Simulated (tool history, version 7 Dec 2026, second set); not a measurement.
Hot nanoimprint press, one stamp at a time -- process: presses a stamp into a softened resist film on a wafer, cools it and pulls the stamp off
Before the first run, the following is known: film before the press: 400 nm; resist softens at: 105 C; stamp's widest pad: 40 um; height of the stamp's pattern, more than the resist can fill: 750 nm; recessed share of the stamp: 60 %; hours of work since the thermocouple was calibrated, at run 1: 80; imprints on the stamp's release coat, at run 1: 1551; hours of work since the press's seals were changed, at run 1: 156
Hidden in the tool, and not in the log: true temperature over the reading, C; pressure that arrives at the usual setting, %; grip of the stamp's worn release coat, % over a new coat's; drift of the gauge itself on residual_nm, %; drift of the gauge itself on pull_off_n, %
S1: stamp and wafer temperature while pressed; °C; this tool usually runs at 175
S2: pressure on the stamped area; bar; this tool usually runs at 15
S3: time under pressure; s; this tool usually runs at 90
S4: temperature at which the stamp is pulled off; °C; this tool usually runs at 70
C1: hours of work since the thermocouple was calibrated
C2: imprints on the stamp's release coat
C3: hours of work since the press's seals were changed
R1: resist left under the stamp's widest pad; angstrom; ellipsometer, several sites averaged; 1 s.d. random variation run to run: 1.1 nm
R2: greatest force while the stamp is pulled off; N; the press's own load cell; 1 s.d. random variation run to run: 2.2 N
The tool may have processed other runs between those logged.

run 1 hour=0 | S1=175 S2=15 S3=90 S4=70 | C1=80 C2=1551 C3=156 | R1=1659 R2=178
run 2 hour=4.6 | S1=175 S2=15 S3=90 S4=66 | C1=82 C2=1560 C3=158 | R1=1680 R2=184
run 3 hour=10.1 | S1=175 S2=15 S3=90 S4=56 | C1=85 C2=1571 C3=161 | R1=1666 R2=218
run 4 hour=16.1 | S1=175 S2=15 S3=76 S4=56 | C1=87 C2=1582 C3=164 | R1=1743 R2=211
run 5 hour=21.7 | S1=175 S2=15 S3=90 S4=77 | C1=90 C2=1593 C3=166 | R1=1689 R2=161
run 6 hour=26.3 | S1=175 S2=15 S3=90 S4=70 | C1=92 C2=1603 C3=169 | R1=1681 R2=179
run 7 hour=35.6 | S1=175 S2=15 S3=90 S4=70 | C1=97 C2=1621 C3=173 | R1=1659 R2=179
run 8 hour=42 | S1=175 S2=15 S3=90 S4=70 | C1=100 C2=1634 C3=176 | R1=1651 R2=186
run 9 hour=47.3 | S1=175 S2=15 S3=90 S4=74 | C1=102 C2=1644 C3=178 | R1=1670 R2=176
run 10 hour=55.6 | S1=175 S2=15 S3=90 S4=74 | C1=106 C2=1660 C3=182 | R1=1675 R2=165
run 11 hour=65.8 | S1=175 S2=15 S3=90 S4=74 | C1=111 C2=1681 C3=187 | R1=1680 R2=175
run 12 hour=70.8 | S1=175 S2=15 S3=90 S4=70 | C1=113 C2=1691 C3=190 | R1=1641 R2=186
run 13 hour=75.4 | S1=175 S2=15 S3=90 S4=70 | C1=115 C2=1700 C3=192 | R1=1671 R2=185
run 14 hour=81.4 | S1=175 S2=15 S3=90 S4=70 | C1=118 C2=1712 C3=195 | R1=1665 R2=180
-- hour=85.2 plate thermocouple calibrated
run 15 hour=93.1 | S1=175 S2=15 S3=90 S4=70 | C1=4 C2=1729 C3=199 | R1=1657 R2=191
run 16 hour=101.8 | S1=175 S2=15 S3=90 S4=70 | C1=8 C2=1746 C3=203 | R1=1637 R2=191
run 17 hour=107.9 | S1=168 S2=15 S3=90 S4=55 | C1=11 C2=1758 C3=206 | R1=2176 R2=222
run 18 hour=118.2 | S1=168 S2=15 S3=90 S4=55 | C1=16 C2=1778 C3=210 | R1=2162 R2=230
-- hour=127.4 plate thermocouple calibrated, once more
run 19 hour=131.2 | S1=168 S2=15 S3=90 S4=55 | C1=2 C2=1798 C3=215 | R1=2214 R2=227
run 20 hour=141.5 | S1=168 S2=15 S3=90 S4=55 | C1=7 C2=1819 C3=220 | R1=2256 R2=230
run 21 hour=147.7 | S1=182 S2=15 S3=90 S4=65 | C1=10 C2=1831 C3=223 | R1=1278 R2=207
run 22 hour=157 | S1=175 S2=11.8 S3=90 S4=75 | C1=14 C2=1849 C3=227 | R1=1917 R2=185
run 23 hour=166.9 | S1=175 S2=11.8 S3=90 S4=75 | C1=19 C2=1869 C3=232 | R1=1910 R2=186
run 24 hour=173 | S1=175 S2=23.5 S3=90 S4=64 | C1=21 C2=1881 C3=235 | R1=1343 R2=214
run 25 hour=179.5 | S1=175 S2=23.5 S3=90 S4=64 | C1=25 C2=1894 C3=238 | R1=1336 R2=221
run 26 hour=190.2 | S1=175 S2=23.5 S3=49 S4=69 | C1=30 C2=1915 C3=243 | R1=1671 R2=205
run 27 hour=198.7 | S1=178 S2=12.3 S3=109 S4=55 | C1=34 C2=1932 C3=247 | R1=1563 R2=240
run 28 hour=204.4 | S1=178 S2=12.3 S3=109 S4=55 | C1=36 C2=1943 C3=250 | R1=1577 R2=251
run 29 hour=210.9 | S1=178 S2=12.3 S3=109 S4=55 | C1=39 C2=1956 C3=253 | R1=1572 R2=247
run 30 hour=217 | S1=178 S2=12.3 S3=109 S4=55 | C1=42 C2=1968 C3=256 | R1=1556 R2=246
run 31 hour=226.5 | S1=178 S2=12.3 S3=177 S4=61 | C1=47 C2=1987 C3=260 | R1=1313 R2=224

3 ways to go on from here, each from the tool as it stands after run 31. What would each give?
run A hour=234.9 | S1=175 S2=10.4 S3=90 S4=70 | C1=51 C2=2003 C3=264 | R1=? R2=?
run B hour=234.9 | S1=175 S2=9.3 S3=90 S4=59 | C1=51 C2=2003 C3=264 | R1=? R2=?
run C hour=234.9 | S1=178 S2=12.7 S3=51 S4=72 | C1=51 C2=2003 C3=264 | R1=? R2=?

run=A R1=2040 R2=211
run=B R1=2180 R2=239
run=C R1=1997 R2=195
The same runs, with their run-to-run variation unchanged, on a tool lacking any hidden condition would have given:
run=A R1=2055 R2=99
run=B R1=2196 R2=110
run=C R1=2007 R2=90

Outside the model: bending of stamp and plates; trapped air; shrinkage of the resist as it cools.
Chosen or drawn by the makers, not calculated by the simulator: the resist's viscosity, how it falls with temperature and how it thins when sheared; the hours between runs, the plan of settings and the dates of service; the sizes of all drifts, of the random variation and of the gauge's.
